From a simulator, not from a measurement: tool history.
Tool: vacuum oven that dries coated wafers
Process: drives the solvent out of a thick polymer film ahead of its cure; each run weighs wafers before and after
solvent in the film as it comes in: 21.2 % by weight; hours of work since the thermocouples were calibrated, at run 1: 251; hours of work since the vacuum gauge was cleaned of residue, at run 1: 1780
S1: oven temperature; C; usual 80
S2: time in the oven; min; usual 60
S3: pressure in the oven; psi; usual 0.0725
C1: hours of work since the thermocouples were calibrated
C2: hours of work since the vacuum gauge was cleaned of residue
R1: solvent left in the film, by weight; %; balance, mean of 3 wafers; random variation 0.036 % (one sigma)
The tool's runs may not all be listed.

Run 1, hour 0: usual settings; C1 251; C2 1780. Result: R1 1.78 %.
Run 2, hour 62.1: usual settings; C1 295; C2 1823. Result: R1 1.77 %.
Run 3, hour 129.9: usual settings but S3 0.0454 psi; C1 342; C2 1871. Result: R1 1.64 %.
Run 4, hour 169.5: usual settings; C1 370; C2 1899. Result: R1 1.68 %.
Run 5, hour 211.6: usual settings; C1 399; C2 1928. Result: R1 1.73 %.
Run 6, hour 258: usual settings; C1 432; C2 1960. Result: R1 1.69 %.
Run 7, hour 290.7: usual settings; C1 455; C2 1983. Result: R1 1.68 %.
Run 8, hour 346.9: usual settings; C1 494; C2 2022. Result: R1 1.63 %.
Run 9, hour 401.2: usual settings; C1 532; C2 2060. Result: R1 1.71 %.
Run 10, hour 434.3: usual settings but S3 0.0764 psi; C1 555; C2 2084. Result: R1 1.74 %.
Run 11, hour 477.3: usual settings but S3 0.0764 psi; C1 585; C2 2114. Result: R1 1.67 %.
Run 12, hour 544.7: usual settings but S2 41 min, S3 0.0764 psi; C1 632; C2 2161. Result: R1 3.29 %.
Run 13, hour 579.5: usual settings but S2 78 min, S3 0.0764 psi; C1 656; C2 2185. Result: R1 1.03 %.
Run 14, hour 611.7: usual settings but S2 78 min, S3 0.0764 psi; C1 679; C2 2208. Result: R1 1.04 %.
Run 15, hour 663.1: usual settings but S3 0.0476 psi; C1 715; C2 2243. Result: R1 1.52 %.
Run 16, hour 729.9: usual settings but S3 0.0476 psi; C1 761; C2 2290. Result: R1 1.57 %.
Run 17, hour 771.9: usual settings but S3 0.0476 psi; C1 791; C2 2319. Result: R1 1.47 %.
At hour 792: oven's thermocouples calibrated.
Run 18, hour 831.6: usual settings; C1 28; C2 2360. Result: R1 1.71 %.
Run 19, hour 859.7: usual settings; C1 47; C2 2379. Result: R1 1.75 %.
Run 20, hour 894.5: usual settings; C1 72; C2 2404. Result: R1 1.74 %.
Run 21, hour 928.6: usual settings but S2 36 min; C1 95; C2 2428. Result: R1 4.03 %.
At hour 933.6: vacuum gauge cleaned of residue and calibrated.
Run 22, hour 995.9: usual settings but S2 36 min; C1 141; C2 43. Result: R1 4.02 %.
Run 23, hour 1026.8: usual settings but S3 0.0482 psi; C1 163; C2 65. Result: R1 1.71 %.
Run 24, hour 1084.3: usual settings; C1 203; C2 105. Result: R1 1.83 %.
At hour 1124.9: vacuum gauge cleaned of residue and calibrated, once more.
Run 25, hour 1150.2: usual settings but S1 87 C, S2 79 min, S3 0.0658 psi; C1 248; C2 18. Result: R1 0.34 %.
Run 26, hour 1188.1: usual settings but S1 87 C, S2 79 min, S3 0.0658 psi; C1 275; C2 44. Result: R1 0.38 %.
Run 27, hour 1236.7: usual settings but S1 87 C, S2 79 min, S3 0.0658 psi; C1 309; C2 78. Result: R1 0.3 %.
Run 28, hour 1286.6: usual settings but S1 87 C, S2 79 min, S3 0.0658 psi; C1 343; C2 113. Result: R1 0.34 %.

The next listed run, before its measurement:
Run 29, hour 1324.9: usual settings but S1 90 C, S2 39 min, S3 0.076 psi; C1 370; C2 140. Result: R1 ?.

Run 29 gave R1 1.35 %.
Without the tool's hidden state the same run would have given R1 1.5 %.

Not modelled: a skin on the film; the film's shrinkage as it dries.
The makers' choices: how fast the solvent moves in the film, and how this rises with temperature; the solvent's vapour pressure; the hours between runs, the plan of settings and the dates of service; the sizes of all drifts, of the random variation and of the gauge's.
